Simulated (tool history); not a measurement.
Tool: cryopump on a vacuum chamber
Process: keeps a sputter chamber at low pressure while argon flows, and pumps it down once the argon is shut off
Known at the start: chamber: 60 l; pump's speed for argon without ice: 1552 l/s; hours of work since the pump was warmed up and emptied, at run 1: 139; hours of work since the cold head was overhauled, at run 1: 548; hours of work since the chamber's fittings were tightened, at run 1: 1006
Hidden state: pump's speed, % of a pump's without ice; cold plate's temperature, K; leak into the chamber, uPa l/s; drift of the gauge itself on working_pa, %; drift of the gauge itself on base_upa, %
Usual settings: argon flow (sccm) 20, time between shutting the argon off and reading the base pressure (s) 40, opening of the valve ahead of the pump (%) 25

| run | hour | argon flow (sccm) | time between shutting the argon off and reading the base pressure (s) | opening of the valve ahead of the pump (%) | hours of work since the pump was warmed up and emptied | hours of work since the cold head was overhauled | hours of work since the chamber's fittings were tightened | pressure while argon flows (Pa) | pressure after the wait (uPa) |
|---|---|---|---|---|---|---|---|---|---|
| 1 | 0 | 20 | 40 | 25 | 139 | 548 | 1006 | 0.0885 | 2.05 |
| 2 | 55.5 | 35 | 40 | 25 | 181 | 590 | 1048 | 0.1569 | 2.13 |
| 3 | 99.6 | 20 | 40 | 25 | 214 | 623 | 1081 | 0.0897 | 2.13 |
| 4 | 174.4 | 20 | 40 | 25 | 270 | 679 | 1138 | 0.0886 | 2.18 |
| 5 | 224.6 | 20 | 40 | 25 | 308 | 717 | 1175 | 0.0912 | 2.29 |
| 6 | 279 | 20 | 40 | 16 | 349 | 758 | 1216 | 0.1406 | 2.31 |
| 7 | 330.1 | 20 | 40 | 16 | 388 | 797 | 1255 | 0.1402 | 2.38 |
|  | 359 | pump warmed up, emptied and cooled again |
| 8 | 424.6 | 20 | 40 | 16 | 49 | 864 | 1322 | 0.1387 | 2.24 |
| 9 | 489.6 | 20 | 40 | 16 | 98 | 913 | 1371 | 0.1377 | 2.38 |
| 10 | 538.7 | 20 | 40 | 16 | 135 | 950 | 1408 | 0.1375 | 2.35 |
| 11 | 582.7 | 20 | 40 | 29 | 169 | 983 | 1442 | 0.0768 | 2.44 |
| 12 | 620 | 20 | 40 | 29 | 197 | 1011 | 1470 | 0.0771 | 2.48 |
| 13 | 696.7 | 20 | 40 | 29 | 255 | 1069 | 1527 | 0.0779 | 2.53 |
| 14 | 740.2 | 20 | 40 | 29 | 287 | 1102 | 1560 | 0.0774 | 2.67 |
| 15 | 818 | 21 | 40 | 25 | 346 | 1161 | 1619 | 0.0957 | 2.78 |
|  | 897.2 | pump warmed up, emptied and cooled again |
| 16 | 911.2 | 21 | 40 | 25 | 11 | 1227 | 1685 | 0.0921 | 2.58 |
| 17 | 963.7 | 20 | 40 | 27 | 50 | 1267 | 1725 | 0.0813 | 2.54 |
| 18 | 1020.8 | 20 | 152 | 20 | 93 | 1310 | 1768 | 0.1091 | 2.15 |
| 19 | 1066.9 | 24 | 40 | 25 | 128 | 1344 | 1803 | 0.1064 | 2.72 |
| 20 | 1126.3 | 24 | 40 | 25 | 173 | 1389 | 1848 | 0.1069 | 2.71 |
| 21 | 1204.5 | 19 | 40 | 25 | 232 | 1448 | 1906 | 0.0859 | 2.83 |
| 22 | 1248.4 | 20 | 24 | 25 | 265 | 1481 | 1939 | 0.0893 | 3.49 |
| 23 | 1330.8 | 8 | 132 | 20 | 327 | 1543 | 2002 | 0.0447 | 2.61 |
| 24 | 1393.4 | 8 | 132 | 20 | 374 | 1590 | 2049 | 0.0457 | 2.68 |
|  | 1436.8 | pump warmed up, emptied and cooled again |
| 25 | 1477.7 | 15 | 132 | 37 | 31 | 1650 | 2109 | 0.0457 | 2.45 |
| 26 | 1552.7 | 15 | 122 | 49 | 87 | 1707 | 2165 | 0.0348 | 2.57 |
|  | 1613.3 | leaking fittings of the chamber tightened, without venting |
| 27 | 1635.3 | 15 | 122 | 49 | 148 | 1767 | 17 | 0.0355 | 0.46 |
| 28 | 1681.2 | 35 | 152 | 25 | 183 | 1802 | 51 | 0.1561 | 0.47 |
| 29 | 1723.6 | 24 | 241 | 25 | 215 | 1834 | 83 | 0.1071 | 0.44 |
| 30 | 1770.1 | 14 | 69 | 39 | 250 | 1869 | 118 | 0.0407 | 0.8 |
| 31 | 1828 | 14 | 69 | 39 | 293 | 1913 | 162 | 0.042 | 0.86 |
| 32 | 1868.5 | 14 | 156 | 26 | 324 | 1943 | 192 | 0.0618 | 0.6 |
| 33 | 1910 | 14 | 156 | 26 | 355 | 1974 | 224 | 0.0613 | 0.62 |

Forecast each of these 3 alternatives for the next run:
| A | 1946.8 | 20 | 40 | 36 | 383 | 2002 | 251 | ? | ? |
| B | 1946.8 | 26 | 71 | 25 | 383 | 2002 | 251 | ? | ? |
| C | 1946.8 | 20 | 40 | 23 | 383 | 2002 | 251 | ? | ? |

| run | pressure while argon flows (Pa) | pressure after the wait (uPa) |
|---|---|---|
| A | 0.0648 | 1.22 |
| B | 0.118 | 0.92 |
| C | 0.0985 | 1.16 |
Without the tool's hidden state the same runs would have given:
| run | pressure while argon flows (Pa) | pressure after the wait (uPa) |
|---|---|---|
| A | 0.0606 | 0.92 |
| B | 0.1126 | 0.62 |
| C | 0.0944 | 0.86 |
